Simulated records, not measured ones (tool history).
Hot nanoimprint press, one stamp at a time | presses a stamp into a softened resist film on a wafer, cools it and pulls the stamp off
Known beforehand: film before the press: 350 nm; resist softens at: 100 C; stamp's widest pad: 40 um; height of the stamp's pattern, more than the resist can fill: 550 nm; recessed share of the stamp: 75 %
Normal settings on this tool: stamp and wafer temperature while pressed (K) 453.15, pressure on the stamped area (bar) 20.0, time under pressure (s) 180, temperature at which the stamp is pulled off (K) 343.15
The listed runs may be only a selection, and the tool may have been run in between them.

run    hour  stamp and wafer temperature while pressed (K)  pressure on the stamped area (bar)  time under pressure (s)  temperature at which the stamp is pulled off (K)  resist left under the stamp's widest pad (angstrom)  greatest force while the stamp is pulled off (N)
  1     0.0                                         453.15                                20.0                      180                                            343.15                                                 1601                                               248
  2    49.5                                         453.15                                20.0                      189                                            343.15                                                 1590                                               275
  3   103.0                                         453.15                                20.0                      189                                            330.15                                                 1614                                               322
  4   144.2                                         453.15                                20.0                      180                                            348.15                                                 1630                                               248
  5   197.1                                         453.15                                20.0                      180                                            343.15                                                 1640                                               291
      217.9  -- stamp cleaned and given a new release coat
  6   232.9                                         453.15                                28.2                      180                                            343.15                                                 1409                                               217
  7   275.0                                         453.15                                20.0                      180                                            342.15                                                 1627                                               221
  8   320.2                                         453.15                                20.0                      180                                            342.15                                                 1638                                               230
  9   347.9                                         453.15                                20.0                      180                                            342.15                                                 1644                                               232
 10   386.1                                         453.15                                20.0                      180                                            342.15                                                 1640                                               246
      393.5  -- plate thermocouple calibrated
 11   413.3                                         453.15                                20.0                      180                                            342.15                                                 1660                                               243
 12   454.6                                         444.15                                20.0                      180                                            343.15                                                 2119                                               253
      477.6  -- plate thermocouple calibrated, once more
 13   490.1                                         444.15                                20.0                      180                                            343.15                                                 2041                                               244
 14   544.8                                         453.15                                20.0                      180                                            343.15                                                 1625                                               258
 15   585.2                                         453.15                                20.0                      180                                            343.15                                                 1618                                               254
 16   629.8                                         442.15                                31.3                       90                                            333.15                                                 2305                                               321
 17   671.4                                         449.15                                20.0                      180                                            343.15                                                 1813                                               272
 18   697.6                                         449.15                                20.0                      180                                            343.15                                                 1835                                               277
 19   733.2                                         449.15                                20.0                      180                                            343.15                                                 1811                                               275
      763.1  -- stamp cleaned and given a new release coat
 20   768.5                                         449.15                                20.0                      180                                            343.15                                                 1818                                               217
 21   816.6                                         449.15                                20.0                      180                                            343.15                                                 1841                                               212
 22   845.6                                         453.15                                23.0                      180                                            339.15                                                 1567                                               242
 23   894.9                                         458.15                                23.0                      162                                            339.15                                                 1425                                               244
 24   930.3                                         453.15                                17.1                      210                                            343.15                                                 1668                                               228
 25   961.0                                         454.15                                27.4                      240                                            335.15                                                 1265                                               286
 26   994.6                                         457.15                                27.4                      138                                            340.15                                                 1482                                               261
 27  1047.8                                         447.15                                20.3                      337                                            341.15                                                 1547                                               270
 28  1073.9                                         453.15                                20.0                      180                                            340.15                                                 1657                                               273
     1092.0  -- plate thermocouple calibrated
 29  1131.4                                         455.15                                21.5                      180                                            340.15                                                 1494                                               278

Here are 5 independent what-if runs from the current tool condition. What would each one return?
  A  1185.8                                         453.15                                23.3                      180                                            343.15                                                    ?                                                 ?
  B  1185.8                                         455.15                                13.7                      180                                            340.15                                                    ?                                                 ?
  C  1185.8                                         447.15                                21.5                      254                                            343.15                                                    ?                                                 ?
  D  1185.8                                         453.15                                28.3                      180                                            337.15                                                    ?                                                 ?
  E  1185.8                                         450.15                                21.5                      156                                            340.15                                                    ?                                                 ?

run  resist left under the stamp's widest pad (angstrom)  greatest force while the stamp is pulled off (N)
  A                                                 1531                                               256
  B                                                 1820                                               287
  C                                                 1621                                               259
  D                                                 1398                                               297
  E                                                 1804                                               279
What these runs would have given with no unlogged condition in the tool:
run  resist left under the stamp's widest pad (angstrom)  greatest force while the stamp is pulled off (N)
  A                                                 1502                                               200
  B                                                 1802                                               225
  C                                                 1593                                               203
  D                                                 1363                                               232
  E                                                 1775                                               218
